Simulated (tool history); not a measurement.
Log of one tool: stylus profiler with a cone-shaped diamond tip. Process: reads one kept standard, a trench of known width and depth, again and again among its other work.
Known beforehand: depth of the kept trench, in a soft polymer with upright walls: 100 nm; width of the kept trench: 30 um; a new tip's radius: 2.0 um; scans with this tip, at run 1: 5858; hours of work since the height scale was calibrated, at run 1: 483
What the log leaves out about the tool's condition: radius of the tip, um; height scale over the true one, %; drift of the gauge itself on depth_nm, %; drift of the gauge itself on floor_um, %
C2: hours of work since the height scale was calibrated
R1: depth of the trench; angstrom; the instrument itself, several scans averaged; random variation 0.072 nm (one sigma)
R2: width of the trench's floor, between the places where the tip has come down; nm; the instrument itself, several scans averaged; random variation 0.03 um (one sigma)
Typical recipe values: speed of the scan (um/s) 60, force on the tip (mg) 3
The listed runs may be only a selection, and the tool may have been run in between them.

Run 1, hour 0: usual settings; scans with this tip 5858; C2 483. Result: R1 1012.4 angstrom, R2 28350 nm.
Run 2, hour 14.3: usual settings but force on the tip (mg) 2.47; scans with this tip 5962; C2 491. Result: R1 1010.9 angstrom, R2 28330 nm.
Run 3, hour 25.6: usual settings but force on the tip (mg) 1.35; scans with this tip 6043; C2 498. Result: R1 1009.3 angstrom, R2 28230 nm.
Run 4, hour 34.9: usual settings but force on the tip (mg) 1.35; scans with this tip 6110; C2 504. Result: R1 1008.7 angstrom, R2 28220 nm.
Run 5, hour 54.9: usual settings but force on the tip (mg) 1.35; scans with this tip 6255; C2 515. Result: R1 1007.8 angstrom, R2 28240 nm.
Run 6, hour 63.7: usual settings but force on the tip (mg) 1.35; scans with this tip 6318; C2 521. Result: R1 1008.6 angstrom, R2 28270 nm.
Run 7, hour 74.3: usual settings but force on the tip (mg) 1.35; scans with this tip 6395; C2 527. Result: R1 1008.5 angstrom, R2 28180 nm.
Run 8, hour 89.8: usual settings but force on the tip (mg) 5.64; scans with this tip 6506; C2 536. Result: R1 1018.1 angstrom, R2 28430 nm.
Run 9, hour 107: usual settings but force on the tip (mg) 5.64; scans with this tip 6630; C2 546. Result: R1 1017.9 angstrom, R2 28460 nm.
Run 10, hour 123.8: usual settings but speed of the scan (um/s) 20, force on the tip (mg) 5.64; scans with this tip 6751; C2 556. Result: R1 1018.6 angstrom, R2 28520 nm.
Run 11, hour 137: usual settings but speed of the scan (um/s) 20, force on the tip (mg) 5.64; scans with this tip 6846; C2 564. Result: R1 1018.7 angstrom, R2 28520 nm.
Run 12, hour 154.2: usual settings but speed of the scan (um/s) 20, force on the tip (mg) 5.64; scans with this tip 6970; C2 574. Result: R1 1016.3 angstrom, R2 28570 nm.
Run 13, hour 170.8: usual settings but speed of the scan (um/s) 20, force on the tip (mg) 5.64; scans with this tip 7090; C2 584. Result: R1 1018.2 angstrom, R2 28500 nm.
Run 14, hour 181.1: usual settings but speed of the scan (um/s) 36, force on the tip (mg) 5.64; scans with this tip 7165; C2 590. Result: R1 1018.6 angstrom, R2 28470 nm.
Run 15, hour 198.2: usual settings but speed of the scan (um/s) 18; scans with this tip 7288; C2 601. Result: R1 1012.8 angstrom, R2 28470 nm.
Run 16, hour 206.5: usual settings but speed of the scan (um/s) 18; scans with this tip 7348; C2 606. Result: R1 1013.6 angstrom, R2 28540 nm.
Run 17, hour 217.1: usual settings but speed of the scan (um/s) 18; scans with this tip 7424; C2 612. Result: R1 1013.3 angstrom, R2 28440 nm.
Run 18, hour 234.7: usual settings; scans with this tip 7551; C2 622. Result: R1 1014.2 angstrom, R2 28310 nm.
Run 19, hour 248.3: usual settings; scans with this tip 7649; C2 630. Result: R1 1012.9 angstrom, R2 28340 nm.
Run 20, hour 260.3: usual settings; scans with this tip 7736; C2 638. Result: R1 1013.4 angstrom, R2 28260 nm.
Run 21, hour 274.7: usual settings; scans with this tip 7840; C2 646. Result: R1 1013.6 angstrom, R2 28330 nm.
Run 22, hour 293.3: usual settings; scans with this tip 7974; C2 657. Result: R1 1013.3 angstrom, R2 28340 nm.
Run 23, hour 309.5: usual settings; scans with this tip 8090; C2 667. Result: R1 1014.7 angstrom, R2 28320 nm.

What does the tool deliver on the next run?
Run 24, hour 325.4: usual settings but force on the tip (mg) 3.65; scans with this tip 8205; C2 676. Result: R1 ?, R2 ?.

{"run 24": {"R1": 1015.7, "R2": 28320}}
The same run, on a tool lacking any hidden state, would have yielded R1 1012.4 angstrom, R2 28520 nm.
